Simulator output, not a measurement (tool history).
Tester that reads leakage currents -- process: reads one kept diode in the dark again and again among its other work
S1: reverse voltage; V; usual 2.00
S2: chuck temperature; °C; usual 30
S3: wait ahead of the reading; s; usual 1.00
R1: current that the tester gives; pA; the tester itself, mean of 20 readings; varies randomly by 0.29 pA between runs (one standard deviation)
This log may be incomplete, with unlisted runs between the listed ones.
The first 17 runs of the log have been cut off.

run    hour     S1  S2    S3      R1
 18   705.8   2.00  44  1.00  302.86
 19   752.3   2.00  60  1.00  896.92
      806.6  -- chuck's temperature calibrated
 20   806.6   2.00  30  1.00   96.62
 21   850.8   2.00  46  8.00  315.25
 22   880.7   2.75  31  8.00  126.85
 23   905.9   2.75  31  8.00  127.12
 24   938.2   2.75  31  8.00  127.86
 25   974.4   1.59  29  1.00   81.70
 26  1018.2   1.59  29  1.00   82.62
 27  1060.1   1.59  29  1.00   83.09
 28  1104.9   2.27  28  1.00   95.80
 29  1153.7   2.27  28  1.00   96.18
 30  1205.3   2.27  28  1.00   97.73
 31  1229.4   3.36  28  2.62  121.98
 32  1284.3   5.70  30  3.68  194.80
 33  1330.9   1.25  30  5.59   83.43
 34  1364.2   1.25  55  2.80  488.74
 35  1420.6   1.25  47  2.80  290.86
 36  1476.6   1.84  46  8.62  341.06
 37  1524.8   4.14  27  1.11  136.79
     1554.8  -- chuck's temperature calibrated
 38  1575.4   9.06  34  0.30  315.48
 39  1600.1   3.31  30  1.49  130.52
 40  1635.1  19.80  30  1.00  364.52

Predict each of these 3 candidate next runs independently; none follows another, all start after run 40:
  A  1685.7   1.48  37  7.91   ?
  B  1685.7   2.00  33  8.83   ?
  C  1685.7  14.73  33  3.17   ?

run      R1
  A  143.11
  B  125.13
  C  389.61
The same runs, with their run-to-run variation unchanged, on a tool lacking any hidden condition would have given:
run      R1
  A  137.44
  B  119.83
  C  370.55
